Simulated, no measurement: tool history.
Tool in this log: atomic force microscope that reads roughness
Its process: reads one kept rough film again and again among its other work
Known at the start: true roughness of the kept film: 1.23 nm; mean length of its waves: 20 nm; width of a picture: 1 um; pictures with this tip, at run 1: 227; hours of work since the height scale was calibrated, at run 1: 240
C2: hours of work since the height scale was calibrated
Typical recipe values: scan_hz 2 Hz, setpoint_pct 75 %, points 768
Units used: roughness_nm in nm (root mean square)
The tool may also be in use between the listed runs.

Run 1, hour 0: usual settings; pictures with this tip 227; C2 240. Result: roughness_nm 0.73 nm (root mean square).
Run 2, hour 9.8: usual settings; pictures with this tip 241; C2 244. Result: roughness_nm 0.729 nm (root mean square).
Run 3, hour 21.5: usual settings but scan_hz 2.43 Hz; pictures with this tip 257; C2 250. Result: roughness_nm 0.697 nm (root mean square).
Run 4, hour 36.4: usual settings; pictures with this tip 277; C2 257. Result: roughness_nm 0.712 nm (root mean square).
Run 5, hour 46: usual settings; pictures with this tip 290; C2 262. Result: roughness_nm 0.7 nm (root mean square).
Run 6, hour 59.4: usual settings; pictures with this tip 309; C2 269. Result: roughness_nm 0.686 nm (root mean square).
Run 7, hour 67.1: usual settings but scan_hz 1.66 Hz; pictures with this tip 319; C2 272. Result: roughness_nm 0.701 nm (root mean square).
At hour 74.2: new tip fitted.
Run 8, hour 81.4: usual settings; pictures with this tip 10; C2 279. Result: roughness_nm 0.924 nm (root mean square).
Run 9, hour 95: usual settings but points 715; pictures with this tip 29; C2 286. Result: roughness_nm 0.896 nm (root mean square).
Run 10, hour 102.3: usual settings but points 715; pictures with this tip 39; C2 289. Result: roughness_nm 0.902 nm (root mean square).
Run 11, hour 111.6: usual settings but points 347; pictures with this tip 52; C2 294. Result: roughness_nm 0.866 nm (root mean square).
Run 12, hour 124.4: usual settings; pictures with this tip 69; C2 300. Result: roughness_nm 0.864 nm (root mean square).
Run 13, hour 138.7: usual settings but setpoint_pct 82 %; pictures with this tip 89; C2 307. Result: roughness_nm 0.803 nm (root mean square).
Run 14, hour 149.9: usual settings but setpoint_pct 82 %; pictures with this tip 104; C2 313. Result: roughness_nm 0.793 nm (root mean square).
Run 15, hour 159.2: usual settings but setpoint_pct 82 %; pictures with this tip 117; C2 317. Result: roughness_nm 0.778 nm (root mean square).
Run 16, hour 170.4: usual settings but setpoint_pct 82 %; pictures with this tip 132; C2 323. Result: roughness_nm 0.758 nm (root mean square).
Run 17, hour 176.7: usual settings but setpoint_pct 82 %; pictures with this tip 141; C2 326. Result: roughness_nm 0.748 nm (root mean square).
Run 18, hour 183.7: usual settings but scan_hz 1.32 Hz, setpoint_pct 62 %, points 631; pictures with this tip 150; C2 329. Result: roughness_nm 0.876 nm (root mean square).
Run 19, hour 192.5: usual settings but scan_hz 1.32 Hz, setpoint_pct 62 %, points 266; pictures with this tip 162; C2 333. Result: roughness_nm 0.842 nm (root mean square).
Run 20, hour 204.3: usual settings but scan_hz 1.32 Hz, setpoint_pct 62 %, points 266; pictures with this tip 178; C2 339. Result: roughness_nm 0.84 nm (root mean square).
Run 21, hour 217.8: usual settings but scan_hz 1.32 Hz, setpoint_pct 62 %, points 266; pictures with this tip 197; C2 346. Result: roughness_nm 0.826 nm (root mean square).

What will run 22 give?
Run 22, hour 227.4: usual settings but scan_hz 2.45 Hz, setpoint_pct 72 %, points 657; pictures with this tip 210; C2 351. Result: roughness_nm ?.

roughness_nm: 0.746 nm (root mean square)
Take away the tool's hidden state, keep the run-to-run variation as it was, and the same run would have given roughness_nm 0.921 nm (root mean square).
